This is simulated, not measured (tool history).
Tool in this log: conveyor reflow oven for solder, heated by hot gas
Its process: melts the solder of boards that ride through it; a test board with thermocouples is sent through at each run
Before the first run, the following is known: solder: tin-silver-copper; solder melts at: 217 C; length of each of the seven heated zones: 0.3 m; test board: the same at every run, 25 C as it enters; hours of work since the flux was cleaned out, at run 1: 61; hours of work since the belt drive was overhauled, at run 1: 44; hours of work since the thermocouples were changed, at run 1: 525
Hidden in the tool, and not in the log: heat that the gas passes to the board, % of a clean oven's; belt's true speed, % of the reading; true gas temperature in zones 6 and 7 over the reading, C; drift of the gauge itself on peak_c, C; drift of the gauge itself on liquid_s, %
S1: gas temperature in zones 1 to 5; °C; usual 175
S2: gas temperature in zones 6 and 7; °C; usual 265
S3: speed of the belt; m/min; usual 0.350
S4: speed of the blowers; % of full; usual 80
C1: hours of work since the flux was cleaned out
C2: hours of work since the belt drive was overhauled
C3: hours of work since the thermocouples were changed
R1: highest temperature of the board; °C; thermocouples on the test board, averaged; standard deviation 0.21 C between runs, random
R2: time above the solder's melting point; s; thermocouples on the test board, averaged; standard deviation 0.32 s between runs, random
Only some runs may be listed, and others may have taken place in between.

run	hour	S1	S2	S3	S4	C1	C2	C3	R1	R2
1	0.0	175	265	0.350	80	61	44	525	257.0	84.2
2	8.2	175	265	0.350	80	67	50	531	257.2	84.3
3	17.4	175	265	0.350	80	73	56	537	256.7	84.0
4	24.3	175	265	0.350	80	78	61	542	256.4	83.4
5	30.6	175	265	0.350	80	82	65	546	256.8	83.7
6	34.6	175	265	0.350	80	85	68	549	256.3	83.5
7	42.5	175	269	0.350	80	90	73	554	260.5	86.2
8	47.4	175	269	0.350	80	94	76	558	260.4	85.4
9	54.7	175	265	0.350	80	99	81	563	257.0	83.6
10	62.6	175	265	0.350	80	104	87	568	256.7	83.3
11	66.7	175	265	0.299	80	107	90	571	259.8	101.6
12	70.6	165	265	0.363	80	109	92	573	254.6	74.4
13	76.4	165	265	0.380	80	113	96	577	253.0	69.8
14	82.3	165	276	0.396	80	117	100	581	261.9	72.0
15	91.5	165	276	0.396	80	124	107	588	261.6	71.7
16	98.2	168	276	0.396	76	128	111	592	261.5	72.8
17	103.4	168	276	0.396	76	132	115	596	261.1	72.8
18	108.6	168	276	0.396	76	135	118	599	261.5	72.7
19	116.4	169	265	0.345	80	141	124	605	256.1	82.6

Alternative continuations, all from the tool just after run 19; predict every row:
A	123.2	175	259	0.350	80	145	128	609	?	?
B	123.2	175	278	0.350	80	145	128	609	?	?
C	123.2	181	265	0.360	89	145	128	609	?	?

run	R1	R2
A	250.7	79.4
B	268.5	91.6
C	258.1	85.2
Had the tool no hidden state, the same runs would have come out as:
run	R1	R2
A	250.1	79.2
B	268.0	91.2
C	257.5	85.0
